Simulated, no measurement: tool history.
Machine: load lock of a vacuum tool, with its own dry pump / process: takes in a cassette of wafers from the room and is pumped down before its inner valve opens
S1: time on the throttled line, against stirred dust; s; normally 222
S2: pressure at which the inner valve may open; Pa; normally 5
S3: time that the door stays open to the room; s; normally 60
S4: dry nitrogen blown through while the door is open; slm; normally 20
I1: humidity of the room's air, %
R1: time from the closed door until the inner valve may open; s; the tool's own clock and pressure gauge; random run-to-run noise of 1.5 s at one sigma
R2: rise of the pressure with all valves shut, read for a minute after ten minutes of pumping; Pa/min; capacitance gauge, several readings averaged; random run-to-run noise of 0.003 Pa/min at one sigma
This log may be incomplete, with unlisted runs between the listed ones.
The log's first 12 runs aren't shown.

{"run": 13, "hour": 724.2, "S1": 222, "S2": 5, "S3": 60, "S4": 20, "I1": 45, "R1": 336.5, "R2": 0.039}
{"run": 14, "hour": 808.4, "S1": 222, "S2": 5, "S3": 60, "S4": 20, "I1": 45.5, "R1": 336.1, "R2": 0.037}
{"run": 15, "hour": 863.9, "S1": 222, "S2": 6, "S3": 60, "S4": 20, "I1": 44.1, "R1": 330.9, "R2": 0.043}
{"run": 16, "hour": 936.8, "S1": 222, "S2": 5, "S3": 60, "S4": 20, "I1": 43.9, "R1": 336.6, "R2": 0.037}
{"run": 17, "hour": 987.9, "S1": 222, "S2": 5, "S3": 60, "S4": 20, "I1": 48.8, "R1": 336.3, "R2": 0.042}
{"run": 18, "hour": 1067.8, "S1": 222, "S2": 5, "S3": 60, "S4": 20, "I1": 46.3, "R1": 335, "R2": 0.037}
{"run": 19, "hour": 1105.6, "S1": 255, "S2": 7, "S3": 151, "S4": 14, "I1": 45.8, "R1": 358.4, "R2": 0.061}
{"run": 20, "hour": 1150.5, "S1": 255, "S2": 7, "S3": 94, "S4": 14, "I1": 44.2, "R1": 358.7, "R2": 0.046}
{"run": 21, "hour": 1229.4, "S1": 255, "S2": 7, "S3": 94, "S4": 14, "I1": 43.8, "R1": 354.9, "R2": 0.05}
{"run": 22, "hour": 1278.9, "S1": 255, "S2": 7, "S3": 94, "S4": 14, "I1": 43.4, "R1": 360.5, "R2": 0.051}
{"run": 23, "hour": 1349.0, "S1": 255, "S2": 7, "S3": 94, "S4": 14, "I1": 44.2, "R1": 359.2, "R2": 0.056}

Run 24, settings as shown, results not yet in. Your forecast:
{"run": 24, "hour": 1406.1, "S1": 222, "S2": 5, "S3": 60, "S4": 20, "I1": 43.9, "R1": "?", "R2": "?"}

{"run 24": {"R1": 338.2, "R2": 0.034}}
Without the tool's hidden state the same run would have given R1 338.1 s, R2 0.034 Pa/min.
